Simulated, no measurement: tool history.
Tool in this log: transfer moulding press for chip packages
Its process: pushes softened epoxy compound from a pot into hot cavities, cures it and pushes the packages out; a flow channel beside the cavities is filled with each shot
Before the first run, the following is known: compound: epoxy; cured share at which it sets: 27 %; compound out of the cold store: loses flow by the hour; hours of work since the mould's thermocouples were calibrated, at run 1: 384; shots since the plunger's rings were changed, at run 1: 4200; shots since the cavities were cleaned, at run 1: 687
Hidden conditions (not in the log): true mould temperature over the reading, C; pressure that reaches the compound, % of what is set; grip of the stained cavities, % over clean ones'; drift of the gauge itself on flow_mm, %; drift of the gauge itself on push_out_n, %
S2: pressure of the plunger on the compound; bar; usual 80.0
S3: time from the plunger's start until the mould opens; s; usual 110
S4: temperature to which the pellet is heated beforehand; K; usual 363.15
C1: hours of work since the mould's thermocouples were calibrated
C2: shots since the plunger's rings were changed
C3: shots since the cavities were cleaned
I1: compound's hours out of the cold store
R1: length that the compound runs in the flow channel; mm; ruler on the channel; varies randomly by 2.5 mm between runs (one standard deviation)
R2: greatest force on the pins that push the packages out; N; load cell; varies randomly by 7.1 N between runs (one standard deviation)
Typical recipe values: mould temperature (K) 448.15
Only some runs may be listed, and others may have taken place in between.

run 1 day=0.000 | mould_temperature_(K)=448.15 S2=80.0 S3=110 S4=363.15 | C1=384 C2=4200 C3=687 | I1=23.8 | R1=562 R2=426
run 2 day=0.583 | mould_temperature_(K)=448.15 S2=80.0 S3=110 S4=363.15 | C1=390 C2=4298 C3=785 | I1=38.4 | R1=522 R2=452
-- day=0.942 cavities cleaned with cleaning compound and waxed
-- day=1.329 plunger's sealing rings changed
run 3 day=1.850 | mould_temperature_(K)=448.15 S2=80.0 S3=110 S4=363.15 | C1=402 C2=87 C3=135 | I1=23.8 | R1=576 R2=336
run 4 day=2.338 | mould_temperature_(K)=448.15 S2=80.0 S3=110 S4=363.15 | C1=408 C2=169 C3=217 | I1=37.6 | R1=536 R2=354
run 5 day=2.983 | mould_temperature_(K)=448.15 S2=80.0 S3=110 S4=363.15 | C1=415 C2=278 C3=326 | I1=26.6 | R1=566 R2=376
run 6 day=3.725 | mould_temperature_(K)=448.15 S2=80.0 S3=110 S4=363.15 | C1=423 C2=402 C3=450 | I1=29.3 | R1=562 R2=414
run 7 day=4.283 | mould_temperature_(K)=448.15 S2=80.0 S3=108 S4=363.15 | C1=429 C2=496 C3=544 | I1=44.4 | R1=519 R2=419
run 8 day=5.404 | mould_temperature_(K)=448.15 S2=80.0 S3=91 S4=363.15 | C1=441 C2=685 C3=733 | I1=38.4 | R1=533 R2=560
-- day=6.025 cavities cleaned with cleaning compound and waxed
run 9 day=6.033 | mould_temperature_(K)=448.15 S2=80.0 S3=91 S4=363.15 | C1=448 C2=780 C3=2 | I1=31.5 | R1=554 R2=368
run 10 day=7.133 | mould_temperature_(K)=448.15 S2=93.6 S3=110 S4=363.15 | C1=460 C2=965 C3=187 | I1=35.9 | R1=585 R2=356
run 11 day=7.933 | mould_temperature_(K)=448.15 S2=93.6 S3=110 S4=363.15 | C1=468 C2=1100 C3=322 | I1=24.2 | R1=618 R2=392
run 12 day=9.033 | mould_temperature_(K)=448.15 S2=62.1 S3=110 S4=363.15 | C1=480 C2=1284 C3=506 | I1=32.9 | R1=483 R2=432
run 13 day=9.888 | mould_temperature_(K)=452.15 S2=80.0 S3=137 S4=363.15 | C1=490 C2=1428 C3=650 | I1=19.0 | R1=578 R2=397
run 14 day=10.888 | mould_temperature_(K)=448.15 S2=77.1 S3=103 S4=373.15 | C1=501 C2=1596 C3=818 | I1=17.9 | R1=571 R2=483
-- day=11.033 cavities cleaned with cleaning compound and waxed
run 15 day=11.442 | mould_temperature_(K)=448.15 S2=80.0 S3=110 S4=363.15 | C1=506 C2=1678 C3=68 | I1=25.8 | R1=566 R2=333
run 16 day=12.333 | mould_temperature_(K)=444.15 S2=85.5 S3=141 S4=363.15 | C1=516 C2=1828 C3=218 | I1=45.9 | R1=540 R2=347
-- day=12.504 mould's thermocouples calibrated
run 17 day=12.938 | mould_temperature_(K)=448.15 S2=62.4 S3=100 S4=363.15 | C1=5 C2=1916 C3=306 | I1=41.0 | R1=462 R2=439
run 18 day=13.733 | mould_temperature_(K)=448.15 S2=62.4 S3=100 S4=363.15 | C1=13 C2=2049 C3=439 | I1=37.1 | R1=471 R2=458
run 19 day=14.321 | mould_temperature_(K)=448.15 S2=62.4 S3=100 S4=363.15 | C1=20 C2=2148 C3=538 | I1=11.8 | R1=534 R2=503
run 20 day=14.888 | mould_temperature_(K)=448.15 S2=68.6 S3=107 S4=367.15 | C1=26 C2=2244 C3=634 | I1=40.9 | R1=485 R2=465
run 21 day=15.767 | mould_temperature_(K)=448.15 S2=80.0 S3=150 S4=368.15 | C1=36 C2=2391 C3=781 | I1=19.8 | R1=582 R2=418
-- day=16.146 cavities cleaned with cleaning compound and waxed
run 22 day=16.342 | mould_temperature_(K)=448.15 S2=99.4 S3=146 S4=368.15 | C1=41 C2=2477 C3=32 | I1=35.5 | R1=595 R2=287
run 23 day=16.983 | mould_temperature_(K)=448.15 S2=79.0 S3=113 S4=368.15 | C1=48 C2=2585 C3=140 | I1=23.3 | R1=562 R2=336
run 24 day=17.717 | mould_temperature_(K)=448.15 S2=71.9 S3=110 S4=363.15 | C1=56 C2=2708 C3=263 | I1=39.3 | R1=502 R2=358

Here are 5 independent what-if runs from the current tool condition. What would each one return?
run A day=18.362 | mould_temperature_(K)=448.15 S2=80.0 S3=134 S4=363.15 | C1=63 C2=2817 C3=372 | I1=42.5 | R1=? R2=?
run B day=18.362 | mould_temperature_(K)=448.15 S2=80.0 S3=110 S4=360.15 | C1=63 C2=2817 C3=372 | I1=44.7 | R1=? R2=?
run C day=18.362 | mould_temperature_(K)=449.15 S2=80.0 S3=111 S4=363.15 | C1=63 C2=2817 C3=372 | I1=35.9 | R1=? R2=?
run D day=18.362 | mould_temperature_(K)=448.15 S2=80.0 S3=92 S4=365.15 | C1=63 C2=2817 C3=372 | I1=10.2 | R1=? R2=?
run E day=18.362 | mould_temperature_(K)=445.15 S2=71.9 S3=109 S4=368.15 | C1=63 C2=2817 C3=372 | I1=25.4 | R1=? R2=?

run=A R1=517 R2=377
run=B R1=510 R2=394
run=C R1=533 R2=394
run=D R1=609 R2=528
run=E R1=538 R2=452
With no hidden state in the tool, these same runs would have given:
run=A R1=526 R2=279
run=B R1=519 R2=286
run=C R1=543 R2=289
run=D R1=619 R2=375
run=E R1=548 R2=323
